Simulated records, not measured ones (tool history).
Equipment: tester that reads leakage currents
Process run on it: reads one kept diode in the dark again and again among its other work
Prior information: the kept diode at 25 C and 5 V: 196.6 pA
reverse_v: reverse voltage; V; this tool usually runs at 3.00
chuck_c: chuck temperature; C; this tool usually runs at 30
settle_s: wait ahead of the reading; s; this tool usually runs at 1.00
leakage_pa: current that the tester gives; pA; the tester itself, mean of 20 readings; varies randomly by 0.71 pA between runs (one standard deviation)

{"run": 1, "day": 0.0, "reverse_v": 3.0, "chuck_c": 30, "settle_s": 1.0, "leakage_pa": 236.87}
{"day": 1.788, "done": "chuck's temperature calibrated"}
{"run": 2, "day": 3.312, "reverse_v": 1.32, "chuck_c": 30, "settle_s": 1.0, "leakage_pa": 168.46}
{"run": 3, "day": 10.696, "reverse_v": 1.32, "chuck_c": 30, "settle_s": 1.0, "leakage_pa": 168.32}
{"run": 4, "day": 15.55, "reverse_v": 1.32, "chuck_c": 30, "settle_s": 1.0, "leakage_pa": 167.86}
{"run": 5, "day": 22.308, "reverse_v": 1.32, "chuck_c": 30, "settle_s": 1.0, "leakage_pa": 167.55}
{"run": 6, "day": 27.608, "reverse_v": 3.0, "chuck_c": 30, "settle_s": 1.0, "leakage_pa": 235.47}
{"run": 7, "day": 32.188, "reverse_v": 3.0, "chuck_c": 30, "settle_s": 0.38, "leakage_pa": 235.6}
{"run": 8, "day": 39.088, "reverse_v": 3.0, "chuck_c": 30, "settle_s": 0.38, "leakage_pa": 237.17}
{"run": 9, "day": 43.117, "reverse_v": 3.0, "chuck_c": 30, "settle_s": 0.38, "leakage_pa": 236.43}
{"run": 10, "day": 47.529, "reverse_v": 7.15, "chuck_c": 20, "settle_s": 1.44, "leakage_pa": 154.45}
{"run": 11, "day": 51.8, "reverse_v": 7.15, "chuck_c": 28, "settle_s": 3.3, "leakage_pa": 287.11}

Run 12 is up next; what results do you expect?
{"run": 12, "day": 58.633, "reverse_v": 7.15, "chuck_c": 28, "settle_s": 3.3, "leakage_pa": "?"}

{"run 12": {"leakage_pa": 288.64}}
The same run, on a tool lacking any hidden state, would have yielded leakage_pa 288.30 pA.

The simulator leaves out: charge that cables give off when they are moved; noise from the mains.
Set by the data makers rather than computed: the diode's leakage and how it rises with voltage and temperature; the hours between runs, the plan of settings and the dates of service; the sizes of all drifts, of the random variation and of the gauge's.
